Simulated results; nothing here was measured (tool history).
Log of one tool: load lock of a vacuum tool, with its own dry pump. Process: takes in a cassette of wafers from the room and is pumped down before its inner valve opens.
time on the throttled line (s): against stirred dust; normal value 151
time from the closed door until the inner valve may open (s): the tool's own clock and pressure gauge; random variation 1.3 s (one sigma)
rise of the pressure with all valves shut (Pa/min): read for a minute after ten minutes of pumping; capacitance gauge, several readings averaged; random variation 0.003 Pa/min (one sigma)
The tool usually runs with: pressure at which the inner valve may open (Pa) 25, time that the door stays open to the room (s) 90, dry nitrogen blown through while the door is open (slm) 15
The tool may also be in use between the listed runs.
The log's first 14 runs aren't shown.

run	hour	time on the throttled line (s)	pressure at which the inner valve may open (Pa)	time that the door stays open to the room (s)	dry nitrogen blown through while the door is open (slm)	incoming humidity of the room's air, %	time from the closed door until the inner valve may open (s)	rise of the pressure with all valves shut (Pa/min)
15	1042.4	194	25	90	15	39.8	242.1	0.159
16	1118.2	100	25	90	15	50.4	160.0	0.165
17	1229.2	100	25	90	15	42.8	160.3	0.169
18	1315.3	100	25	90	15	45.1	159.8	0.163
19	1411.9	100	25	90	15	42.8	158.2	0.169
20	1487.7	100	25	90	15	48.0	160.0	0.178
21	1559.1	93	33	122	25	43.7	151.8	0.175
22	1666.4	93	33	122	25	46.2	150.7	0.177
23	1746.5	133	25	233	15	43.7	188.2	0.193
24	1800.5	133	25	233	15	46.5	189.7	0.200
25	1854.5	165	41	36	5	48.3	214.6	0.177
26	1947.0	106	25	90	4	46.5	165.0	0.191
27	1998.5	106	25	90	4	44.3	164.2	0.195
28	2088.3	151	38	90	15	47.0	202.5	0.186
29	2137.7	151	48	31	27	41.0	201.4	0.173
30	2196.3	85	23	40	5	44.7	145.4	0.184
31	2275.9	97	31	98	5	43.6	158.2	0.203
32	2327.7	107	25	145	13	45.1	164.5	0.205
33	2435.9	99	18	145	25	42.4	162.7	0.202
34	2484.1	124	21	221	15	46.6	184.7	0.211
35	2584.4	124	38	115	15	45.3	180.0	0.205

Below are 5 alternative next runs, each starting from the tool's condition after run 35. Predict each:
A	2673.8	79	28	90	5	45.7	?	?
B	2673.8	151	19	90	9	43.7	?	?
C	2673.8	141	46	39	15	45.8	?	?
D	2673.8	113	28	26	15	43.3	?	?
E	2673.8	124	38	57	7	44.6	?	?

run	time from the closed door until the inner valve may open (s)	rise of the pressure with all valves shut (Pa/min)
A	140.2	0.217
B	207.2	0.214
C	193.5	0.200
D	171.4	0.201
E	178.7	0.216
Without the tool's unlogged condition, the same runs would have read:
run	time from the closed door until the inner valve may open (s)	rise of the pressure with all valves shut (Pa/min)
A	136.2	0.033
B	203.4	0.033
C	190.1	0.014
D	167.5	0.018
E	175.0	0.028
